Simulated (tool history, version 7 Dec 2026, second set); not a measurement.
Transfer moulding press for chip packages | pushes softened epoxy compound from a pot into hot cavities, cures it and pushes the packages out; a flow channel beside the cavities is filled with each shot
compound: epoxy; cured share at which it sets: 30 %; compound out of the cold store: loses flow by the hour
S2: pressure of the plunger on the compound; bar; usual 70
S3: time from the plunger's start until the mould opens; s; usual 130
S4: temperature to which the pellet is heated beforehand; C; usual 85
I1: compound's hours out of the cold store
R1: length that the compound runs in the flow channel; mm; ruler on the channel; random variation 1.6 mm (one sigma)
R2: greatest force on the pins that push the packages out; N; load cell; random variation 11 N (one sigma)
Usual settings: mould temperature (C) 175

{"run": 1, "hour": 0.0, "mould temperature (C)": 175, "S2": 70, "S3": 130, "S4": 85, "I1": 21.1, "R1": 775, "R2": 844}
{"hour": 24.6, "done": "plunger's sealing rings changed"}
{"hour": 80.5, "done": "cavities cleaned with cleaning compound and waxed"}
{"run": 2, "hour": 83.1, "mould temperature (C)": 175, "S2": 70, "S3": 130, "S4": 85, "I1": 21.6, "R1": 802, "R2": 647}
{"run": 3, "hour": 163.7, "mould temperature (C)": 175, "S2": 70, "S3": 130, "S4": 85, "I1": 27.5, "R1": 773, "R2": 1264}
{"hour": 174.1, "done": "cavities cleaned with cleaning compound and waxed"}
{"run": 4, "hour": 228.5, "mould temperature (C)": 175, "S2": 60.6, "S3": 130, "S4": 85, "I1": 22.9, "R1": 728, "R2": 1240}
{"hour": 268.2, "done": "cavities cleaned with cleaning compound and waxed"}
{"run": 5, "hour": 318.3, "mould temperature (C)": 175, "S2": 65.1, "S3": 130, "S4": 85, "I1": 18.4, "R1": 762, "R2": 1282}
{"hour": 358.8, "done": "cavities cleaned with cleaning compound and waxed"}
{"hour": 392.4, "done": "plunger's sealing rings changed"}
{"run": 6, "hour": 411.4, "mould temperature (C)": 175, "S2": 70, "S3": 130, "S4": 83, "I1": 19.3, "R1": 817, "R2": 1261}
{"hour": 431.0, "done": "mould's thermocouples calibrated"}
{"hour": 453.6, "done": "cavities cleaned with cleaning compound and waxed"}
{"run": 7, "hour": 501.2, "mould temperature (C)": 175, "S2": 60, "S3": 130, "S4": 85, "I1": 30.6, "R1": 708, "R2": 1105}
{"hour": 544.1, "done": "cavities cleaned with cleaning compound and waxed"}
{"run": 8, "hour": 589.2, "mould temperature (C)": 180, "S2": 60, "S3": 130, "S4": 85, "I1": 40.4, "R1": 654, "R2": 865}
{"hour": 634.3, "done": "cavities cleaned with cleaning compound and waxed"}
{"run": 9, "hour": 637.1, "mould temperature (C)": 168, "S2": 53.1, "S3": 114, "S4": 92, "I1": 15.3, "R1": 722, "R2": 1318}
{"hour": 724.4, "done": "cavities cleaned with cleaning compound and waxed"}
{"run": 10, "hour": 728.9, "mould temperature (C)": 168, "S2": 53.1, "S3": 114, "S4": 92, "I1": 12, "R1": 724, "R2": 1460}
{"hour": 763.8, "done": "plunger's sealing rings changed"}
{"run": 11, "hour": 771.5, "mould temperature (C)": 179, "S2": 61.8, "S3": 130, "S4": 88, "I1": 21, "R1": 743, "R2": 947}
{"hour": 813.9, "done": "cavities cleaned with cleaning compound and waxed"}
{"run": 12, "hour": 850.4, "mould temperature (C)": 175, "S2": 63.5, "S3": 135, "S4": 87, "I1": 11.4, "R1": 798, "R2": 1103}
{"hour": 904.6, "done": "cavities cleaned with cleaning compound and waxed"}
{"run": 13, "hour": 908.9, "mould temperature (C)": 175, "S2": 63.5, "S3": 135, "S4": 87, "I1": 8, "R1": 801, "R2": 660}
{"run": 14, "hour": 979.6, "mould temperature (C)": 175, "S2": 63.5, "S3": 135, "S4": 87, "I1": 29.2, "R1": 726, "R2": 1176}
{"hour": 992.2, "done": "cavities cleaned with cleaning compound and waxed"}
{"run": 15, "hour": 1025.8, "mould temperature (C)": 180, "S2": 61.2, "S3": 130, "S4": 77, "I1": 25.7, "R1": 705, "R2": 867}
{"hour": 1083.1, "done": "cavities cleaned with cleaning compound and waxed"}
{"run": 16, "hour": 1105.0, "mould temperature (C)": 175, "S2": 67.4, "S3": 130, "S4": 85, "I1": 10.9, "R1": 799, "R2": 1000}

3 ways to go on from here, each from the tool as it stands after run 16. What would each give?
{"hour": 1130.0, "done": "plunger's sealing rings changed"}
{"run": "A", "hour": 1169.9, "mould temperature (C)": 175, "S2": 67.4, "S3": 130, "S4": 79, "I1": 28.1, "R1": "?", "R2": "?"}
{"hour": 1130.0, "done": "plunger's sealing rings changed"}
{"run": "B", "hour": 1169.9, "mould temperature (C)": 175, "S2": 64.4, "S3": 168, "S4": 85, "I1": 40.4, "R1": "?", "R2": "?"}
{"hour": 1130.0, "done": "plunger's sealing rings changed"}
{"run": "C", "hour": 1169.9, "mould temperature (C)": 175, "S2": 67.4, "S3": 112, "S4": 85, "I1": 20.1, "R1": "?", "R2": "?"}

run=A R1=767 R2=1291
run=B R1=710 R2=940
run=C R1=790 R2=1798
Without the tool's hidden state the same runs would have given:
run=A R1=768 R2=549
run=B R1=711 R2=415
run=C R1=791 R2=753
